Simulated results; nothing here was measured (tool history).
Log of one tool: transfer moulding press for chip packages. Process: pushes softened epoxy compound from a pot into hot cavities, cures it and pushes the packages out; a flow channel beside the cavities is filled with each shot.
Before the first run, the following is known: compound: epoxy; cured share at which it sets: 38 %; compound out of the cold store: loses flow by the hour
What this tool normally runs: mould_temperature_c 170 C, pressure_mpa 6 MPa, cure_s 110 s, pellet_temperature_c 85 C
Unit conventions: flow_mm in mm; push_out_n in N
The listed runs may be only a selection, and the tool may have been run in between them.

| run | hour | mould_temperature_c | pressure_mpa | cure_s | pellet_temperature_c | incoming compound's hours out of the cold store | flow_mm | push_out_n |
|---|---|---|---|---|---|---|---|---|
| 1 | 0 | 170 | 6 | 110 | 85 | 13.2 | 535 | 609 |
| 2 | 6.3 | 170 | 6.79 | 110 | 85 | 30.4 | 545 | 643 |
| 3 | 16 | 170 | 6 | 110 | 85 | 33.1 | 504 | 691 |
| 4 | 22.4 | 170 | 6 | 110 | 85 | 39.7 | 492 | 726 |
| 5 | 32.1 | 165 | 6 | 110 | 85 | 44.5 | 502 | 1015 |
| 6 | 40.4 | 165 | 6 | 110 | 85 | 40.5 | 504 | 1083 |
| 7 | 45.9 | 170 | 6 | 110 | 85 | 27.7 | 511 | 796 |
| 8 | 52.5 | 170 | 6 | 110 | 85 | 27.8 | 508 | 795 |
|  | 55.7 | cavities cleaned with cleaning compound and waxed |
| 9 | 60.9 | 170 | 6 | 110 | 85 | 35.4 | 495 | 532 |
| 10 | 70.8 | 168 | 6 | 110 | 85 | 35.8 | 500 | 679 |
| 11 | 75.3 | 170 | 7.11 | 110 | 85 | 36 | 532 | 620 |
| 12 | 83.2 | 170 | 7.11 | 110 | 85 | 31 | 544 | 674 |
| 13 | 93.1 | 170 | 7.11 | 110 | 85 | 46.6 | 523 | 725 |
| 14 | 99.1 | 170 | 7.23 | 110 | 85 | 32.7 | 543 | 749 |
| 15 | 107.8 | 170 | 5.48 | 103 | 94 | 21 | 485 | 869 |
| 16 | 116.8 | 163 | 6 | 110 | 89 | 29.8 | 518 | 1277 |
| 17 | 122.3 | 170 | 6 | 110 | 79 | 38.6 | 483 | 778 |
|  | 125.8 | cavities cleaned with cleaning compound and waxed |
| 18 | 132.3 | 170 | 6 | 110 | 84 | 26 | 499 | 552 |
| 19 | 139.4 | 172 | 6 | 91 | 84 | 34 | 485 | 746 |
| 20 | 144.2 | 170 | 6 | 95 | 85 | 10.8 | 525 | 891 |
| 21 | 151.7 | 170 | 6 | 95 | 85 | 44.4 | 473 | 852 |
| 22 | 159.4 | 164 | 6 | 95 | 80 | 17.6 | 528 | 1584 |
| 23 | 166.3 | 164 | 7.48 | 110 | 94 | 8.7 | 610 | 1187 |
| 24 | 173.8 | 170 | 6 | 95 | 91 | 25.3 | 496 | 1010 |
| 25 | 183 | 170 | 6 | 95 | 91 | 24.5 | 498 | 970 |
| 26 | 190.7 | 170 | 6 | 95 | 91 | 35.8 | 479 | 1002 |
|  | 196.2 | cavities cleaned with cleaning compound and waxed |
| 27 | 200.1 | 170 | 6 | 95 | 91 | 46.8 | 466 | 619 |
|  | 205.3 | plunger's sealing rings changed |
| 28 | 211.2 | 172 | 4.62 | 110 | 85 | 16.2 | 474 | 530 |

Per-run results on a tool with no hidden state, each run keeping its own random variation:
Hidden conditions of the tool in this case: true mould temperature over the reading, C; pressure that reaches the compound, % of what is set; grip of the stained cavities, % over clean ones'; drift of the gauge itself on flow_mm, %; drift of the gauge itself on push_out_n, %.
| run | flow_mm | push_out_n |
|---|---|---|
| 1 | 558 | 475 |
| 2 | 569 | 468 |
| 3 | 528 | 463 |
| 4 | 516 | 468 |
| 5 | 527 | 638 |
| 6 | 530 | 663 |
| 7 | 538 | 478 |
| 8 | 536 | 471 |
| 9 | 523 | 476 |
| 10 | 528 | 526 |
| 11 | 564 | 456 |
| 12 | 577 | 463 |
| 13 | 556 | 469 |
| 14 | 578 | 475 |
| 15 | 517 | 539 |
| 16 | 554 | 781 |
| 17 | 516 | 465 |
| 18 | 535 | 493 |
| 19 | 520 | 597 |
| 20 | 563 | 675 |
| 21 | 509 | 601 |
| 22 | 570 | 1065 |
| 23 | 658 | 778 |
| 24 | 536 | 641 |
| 25 | 539 | 600 |
| 26 | 520 | 614 |
| 27 | 507 | 585 |
| 28 | 477 | 424 |
